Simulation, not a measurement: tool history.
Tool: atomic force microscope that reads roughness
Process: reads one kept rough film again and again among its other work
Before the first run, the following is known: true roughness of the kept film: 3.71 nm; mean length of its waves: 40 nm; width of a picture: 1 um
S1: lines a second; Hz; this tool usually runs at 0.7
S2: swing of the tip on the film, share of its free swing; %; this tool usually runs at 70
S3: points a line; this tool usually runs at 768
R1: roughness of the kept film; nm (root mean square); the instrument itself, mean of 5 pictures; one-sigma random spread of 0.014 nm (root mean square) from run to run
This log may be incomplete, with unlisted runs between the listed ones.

run	hour	S1	S2	S3	R1
1	0	0.7	70	768	3.301
2	10.5	0.7	70	768	3.259
3	21.4	0.7	70	768	3.257
4	33.5	0.7	70	768	3.199
5	41.1	0.7	70	768	3.199
6	52.3	1.302	70	768	3.117
7	58.9	1.302	70	768	3.081
8	66.5	2.481	70	768	2.942
9	75.2	2.481	70	768	2.94
10	86.3	2.021	70	768	2.957
11	96.7	0.901	70	768	3.033
12	106.2	0.901	70	768	3.029
13	119	0.603	70	768	3.042
14	128.3	0.603	70	768	3.012
15	136.8	0.603	70	768	2.972
16	144.1	0.7	70	272	2.942
17	149.9	0.7	70	768	2.963
# hour 151.5: height scale calibrated on a step standard
18	156.8	0.7	70	768	2.95
19	165.6	0.7	70	768	2.937
# hour 167.1: new tip fitted
20	176.6	0.7	68	935	3.3
21	189.3	3.096	59	455	3.104
22	201.8	0.7	62	462	3.217
23	208.1	0.7	62	462	3.244
24	220	0.7	62	462	3.191

What will run 25 give?
# hour 229.2: height scale calibrated on a step standard, once more
25	229.2	0.7	56	768	?

{"run 25": {"R1": 3.227}}
Take away the tool's hidden state, keep the run-to-run variation as it was, and the same run would have given R1 3.367 nm (root mean square).
